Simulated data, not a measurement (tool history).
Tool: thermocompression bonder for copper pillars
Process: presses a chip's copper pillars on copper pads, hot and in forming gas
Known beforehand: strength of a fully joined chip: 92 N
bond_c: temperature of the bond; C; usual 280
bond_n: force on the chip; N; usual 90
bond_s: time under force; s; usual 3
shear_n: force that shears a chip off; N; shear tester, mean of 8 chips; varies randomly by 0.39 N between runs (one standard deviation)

run,hour,bond_c,bond_n,bond_s,shear_n
1,0,280,90,3,60.8
2,7.5,280,90,3,59.8
3,15,280,90,3,59.8
4,27.6,280,90,3,59.3
5,35.8,274,90,3,55.4
6,43.4,274,90,3,55.4
7,49.3,280,90,2,52.9
8,57.2,280,90,3,58.9
9,63.3,280,119,3,66.5
10,70.8,280,76,3,54.6
# hour 76.9: forming gas filter changed
11,83,255,90,3,48.4
12,89.9,255,90,3,48.4
13,97.9,255,90,3,49
14,108.3,255,90,3,49
15,120.6,280,90,6,76.9
16,127.3,280,90,6,76.2
17,133.9,280,90,6,76.5
# hour 136.2: force cell calibrated
18,145.4,280,90,6,75.9
19,158.6,304,90,3,78.4
20,172.1,280,90,3,65
21,183.2,265,107,3,60.1
# hour 192.3: force cell calibrated, once more
22,195.1,265,107,3,60.8
23,202.4,300,59,4,69.9
24,211.1,300,59,4,70.7
25,221.8,300,59,4,69.8
26,233.3,284,64,2,51.5
27,245.5,284,64,2,51.5
28,254.5,294,62,3,64
29,260.6,294,62,3,63.2
30,269.6,310,90,2,76.4
31,282.5,259,66,8,57.7
32,292.5,252,104,3,50.1
33,301.2,276,70,7,68
34,307.9,280,123,3,73
35,321.4,280,123,3,73.2
36,329.9,280,68,3,56.7
37,341.2,280,71,8,72
38,355.8,280,98,6,75.2
39,362.3,280,98,6,75

Subtracting, for every run, the result it would have given without the tool's unlogged condition from the measured result gives the following. The same run-to-run variation enters both numbers; the gauge's scatter may not:
Unlogged tool condition in this case: true temperature of the bond over the reading, C; force that reaches the chip, % of what is set; oxide that the forming gas leaves, % of the face; drift of the gauge itself on shear_n, %.
run,shear_n
1,-5.1
2,-5.2
3,-5.2
4,-5.3
5,-4.9
6,-5
7,-4.9
8,-5.8
9,-6.9
10,-5.2
11,+1.9
12,+1.9
13,+1.9
14,+1.8
15,+0.9
16,+0.9
17,+0.7
18,+0.5
19,+0
20,+0.6
21,+0.8
22,+1.5
23,+0.6
24,+0.5
25,+0.4
26,+1.2
27,+1.1
28,+0.5
29,+0.4
30,-0.7
31,+0.9
32,+1
33,-0.2
34,-0.7
35,-0.9
36,+0.2
37,-1.1
38,-1.7
39,-1.9
